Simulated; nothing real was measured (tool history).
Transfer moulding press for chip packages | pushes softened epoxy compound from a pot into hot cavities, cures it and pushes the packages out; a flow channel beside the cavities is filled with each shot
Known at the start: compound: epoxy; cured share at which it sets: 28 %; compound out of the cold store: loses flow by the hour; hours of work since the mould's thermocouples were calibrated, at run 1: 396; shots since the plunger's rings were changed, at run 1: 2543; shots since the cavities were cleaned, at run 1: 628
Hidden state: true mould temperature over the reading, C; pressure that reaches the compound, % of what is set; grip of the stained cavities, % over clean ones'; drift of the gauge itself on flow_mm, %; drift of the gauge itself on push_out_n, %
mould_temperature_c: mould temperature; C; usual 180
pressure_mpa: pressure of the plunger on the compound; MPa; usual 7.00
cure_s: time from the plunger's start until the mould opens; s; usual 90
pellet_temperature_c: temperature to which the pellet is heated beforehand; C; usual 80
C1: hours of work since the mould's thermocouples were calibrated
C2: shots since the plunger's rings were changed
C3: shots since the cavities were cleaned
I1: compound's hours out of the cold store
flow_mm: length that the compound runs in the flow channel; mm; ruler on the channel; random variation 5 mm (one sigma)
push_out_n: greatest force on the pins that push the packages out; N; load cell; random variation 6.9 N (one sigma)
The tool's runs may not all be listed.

Run 1, hour 0.0: usual settings; C1 396; C2 2543; C3 628; I1 23.2. Result: flow_mm 531 mm, push_out_n 297 N.
Run 2, hour 7.5: usual settings; C1 401; C2 2646; C3 731; I1 16.3. Result: flow_mm 551 mm, push_out_n 302 N.
At hour 17.3: mould's thermocouples calibrated.
At hour 22.8: cavities cleaned with cleaning compound and waxed.
Run 3, hour 27.1: usual settings; C1 6; C2 2868; C3 60; I1 39.5. Result: flow_mm 475 mm, push_out_n 289 N.
Run 4, hour 36.7: usual settings; C1 12; C2 3000; C3 192; I1 40.8. Result: flow_mm 467 mm, push_out_n 285 N.
Run 5, hour 51.8: usual settings; C1 23; C2 3207; C3 399; I1 43.7. Result: flow_mm 461 mm, push_out_n 274 N.
Run 6, hour 64.1: usual settings; C1 32; C2 3377; C3 569; I1 24.0. Result: flow_mm 531 mm, push_out_n 287 N.
Run 7, hour 79.4: usual settings; C1 42; C2 3588; C3 780; I1 23.0. Result: flow_mm 519 mm, push_out_n 290 N.
At hour 88.9: cavities cleaned with cleaning compound and waxed.
Run 8, hour 90.4: usual settings; C1 49; C2 3719; C3 21; I1 14.0. Result: flow_mm 543 mm, push_out_n 298 N.
Run 9, hour 100.6: usual settings; C1 56; C2 3859; C3 161; I1 15.3. Result: flow_mm 541 mm, push_out_n 293 N.
Run 10, hour 116.2: usual settings; C1 67; C2 4073; C3 375; I1 29.3. Result: flow_mm 512 mm, push_out_n 282 N.
Run 11, hour 129.8: usual settings; C1 76; C2 4261; C3 563; I1 47.9. Result: flow_mm 471 mm, push_out_n 274 N.
Run 12, hour 146.0: usual settings; C1 87; C2 4484; C3 786; I1 47.0. Result: flow_mm 460 mm, push_out_n 298 N.
At hour 155.4: cavities cleaned with cleaning compound and waxed.
Run 13, hour 159.6: usual settings; C1 96; C2 4650; C3 58; I1 10.8. Result: flow_mm 560 mm, push_out_n 290 N.
Run 14, hour 168.7: usual settings but cure_s 103 s; C1 102; C2 4775; C3 183; I1 13.8. Result: flow_mm 554 mm, push_out_n 257 N.
Run 15, hour 177.8: usual settings but cure_s 103 s; C1 109; C2 4900; C3 308; I1 35.9. Result: flow_mm 502 mm, push_out_n 259 N.
Run 16, hour 189.7: usual settings but mould_temperature_c 183 C, pressure_mpa 5.39 MPa, cure_s 94 s, pellet_temperature_c 85 C; C1 117; C2 5065; C3 473; I1 23.6. Result: flow_mm 447 mm, push_out_n 253 N.
Run 17, hour 198.0: usual settings but mould_temperature_c 181 C, pressure_mpa 6.88 MPa, cure_s 74 s, pellet_temperature_c 84 C; C1 123; C2 5178; C3 586; I1 19.7. Result: flow_mm 524 mm, push_out_n 405 N.
Run 18, hour 209.1: usual settings but pressure_mpa 8.56 MPa, cure_s 91 s, pellet_temperature_c 74 C; C1 130; C2 5332; C3 740; I1 18.3. Result: flow_mm 602 mm, push_out_n 283 N.

The next listed run, before its measurement:
Run 19, hour 217.0: usual settings but pressure_mpa 5.83 MPa, cure_s 112 s, pellet_temperature_c 74 C; C1 136; C2 5439; C3 847; I1 38.2. Result: flow_mm ?, push_out_n ?.

{"run 19": {"flow_mm": 449, "push_out_n": 249}}
Without the tool's hidden state the same run would have given flow_mm 450 mm, push_out_n 245 N.

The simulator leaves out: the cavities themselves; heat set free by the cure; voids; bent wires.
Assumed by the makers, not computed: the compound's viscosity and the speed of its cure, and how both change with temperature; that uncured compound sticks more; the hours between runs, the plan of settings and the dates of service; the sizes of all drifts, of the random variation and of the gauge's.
